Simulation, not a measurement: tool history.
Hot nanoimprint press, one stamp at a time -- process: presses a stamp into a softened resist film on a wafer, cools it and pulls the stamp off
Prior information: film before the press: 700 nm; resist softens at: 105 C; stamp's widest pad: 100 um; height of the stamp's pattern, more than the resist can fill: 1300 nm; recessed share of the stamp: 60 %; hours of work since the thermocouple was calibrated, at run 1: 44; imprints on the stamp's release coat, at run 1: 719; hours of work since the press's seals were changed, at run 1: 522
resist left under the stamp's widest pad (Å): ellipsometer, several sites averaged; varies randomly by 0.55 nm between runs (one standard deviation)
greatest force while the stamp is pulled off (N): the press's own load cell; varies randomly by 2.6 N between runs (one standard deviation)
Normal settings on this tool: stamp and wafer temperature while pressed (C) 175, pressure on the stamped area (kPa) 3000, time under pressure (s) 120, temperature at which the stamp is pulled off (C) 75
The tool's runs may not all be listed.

| run | hour | stamp and wafer temperature while pressed (C) | pressure on the stamped area (kPa) | time under pressure (s) | temperature at which the stamp is pulled off (C) | hours of work since the thermocouple was calibrated | imprints on the stamp's release coat | hours of work since the press's seals were changed | resist left under the stamp's widest pad (Å) | greatest force while the stamp is pulled off (N) |
|---|---|---|---|---|---|---|---|---|---|---|
| 1 | 0.0 | 175 | 3000 | 120 | 75 | 44 | 719 | 522 | 2780 | 121 |
| 2 | 21.2 | 175 | 3000 | 120 | 64 | 59 | 822 | 537 | 2754 | 142 |
| 3 | 38.3 | 175 | 3000 | 120 | 75 | 71 | 905 | 549 | 2762 | 120 |
| 4 | 56.4 | 175 | 3000 | 120 | 82 | 83 | 993 | 562 | 2765 | 110 |
| 5 | 83.9 | 175 | 3000 | 120 | 82 | 103 | 1126 | 581 | 2760 | 113 |
| 6 | 103.1 | 175 | 3000 | 183 | 82 | 116 | 1220 | 594 | 2353 | 110 |
| 7 | 132.1 | 175 | 3000 | 183 | 82 | 136 | 1360 | 614 | 2353 | 112 |
| 8 | 158.7 | 175 | 3000 | 183 | 82 | 155 | 1490 | 633 | 2346 | 113 |
|  | 185.8 | stamp cleaned and given a new release coat |
| 9 | 194.0 | 175 | 3000 | 104 | 82 | 175 | 39 | 653 | 2890 | 112 |
| 10 | 208.4 | 175 | 3000 | 104 | 82 | 185 | 109 | 664 | 2885 | 111 |
| 11 | 239.5 | 175 | 3000 | 104 | 82 | 207 | 260 | 685 | 2879 | 110 |
| 12 | 266.8 | 175 | 3000 | 104 | 82 | 226 | 393 | 704 | 2868 | 112 |
| 13 | 301.1 | 180 | 3000 | 120 | 75 | 250 | 559 | 728 | 2243 | 118 |
| 14 | 323.7 | 175 | 3000 | 120 | 75 | 266 | 669 | 744 | 2720 | 121 |
| 15 | 339.4 | 175 | 3000 | 120 | 75 | 277 | 745 | 755 | 2713 | 124 |
| 16 | 362.1 | 175 | 3000 | 120 | 75 | 293 | 855 | 771 | 2722 | 130 |
|  | 381.2 | plate thermocouple calibrated |
|  | 392.3 | press's hydraulic seals changed and the load cell set to zero |
| 17 | 397.4 | 175 | 3000 | 120 | 75 | 6 | 973 | 4 | 2709 | 128 |
| 18 | 420.1 | 175 | 2020 | 120 | 75 | 22 | 1083 | 19 | 3317 | 125 |
|  | 424.7 | gauge calibrated |
| 19 | 448.0 | 178 | 3000 | 200 | 70 | 41 | 1219 | 39 | 2026 | 131 |
| 20 | 468.2 | 178 | 3000 | 200 | 70 | 55 | 1316 | 53 | 2019 | 130 |
| 21 | 497.8 | 178 | 3000 | 200 | 70 | 76 | 1460 | 74 | 2028 | 124 |
| 22 | 522.8 | 171 | 2400 | 154 | 61 | 93 | 1582 | 91 | 3309 | 141 |
|  | 531.1 | stamp cleaned and given a new release coat |
| 23 | 553.7 | 172 | 2400 | 89 | 73 | 111 | 109 | 109 | 3813 | 128 |
| 24 | 577.1 | 165 | 3000 | 162 | 75 | 127 | 223 | 125 | 3689 | 121 |
| 25 | 593.0 | 164 | 3000 | 120 | 77 | 138 | 300 | 136 | 4216 | 125 |
| 26 | 621.1 | 168 | 3000 | 120 | 77 | 158 | 436 | 156 | 3597 | 116 |
| 27 | 655.2 | 174 | 2210 | 120 | 75 | 182 | 602 | 179 | 3325 | 127 |
| 28 | 686.2 | 174 | 3240 | 169 | 75 | 203 | 752 | 201 | 2402 | 125 |
| 29 | 707.6 | 174 | 3240 | 236 | 76 | 218 | 856 | 216 | 2106 | 120 |
| 30 | 737.7 | 175 | 3360 | 120 | 75 | 239 | 1002 | 237 | 2560 | 120 |
| 31 | 755.0 | 175 | 3360 | 120 | 75 | 251 | 1086 | 249 | 2554 | 123 |

What if the next run were any one of these 3? Each begins from the tool's condition after run 31:
| A | 782.4 | 185 | 3360 | 166 | 78 | 270 | 1219 | 268 | ? | ? |
| B | 782.4 | 175 | 3360 | 207 | 75 | 270 | 1219 | 268 | ? | ? |
| C | 782.4 | 170 | 3000 | 120 | 70 | 270 | 1219 | 268 | ? | ? |

| run | resist left under the stamp's widest pad (Å) | greatest force while the stamp is pulled off (N) |
|---|---|---|
| A | 1541 | 122 |
| B | 2077 | 121 |
| C | 3303 | 130 |
Without the tool's unlogged condition, the same runs would have read:
| run | resist left under the stamp's widest pad (Å) | greatest force while the stamp is pulled off (N) |
|---|---|---|
| A | 1571 | 121 |
| B | 2118 | 121 |
| C | 3368 | 129 |
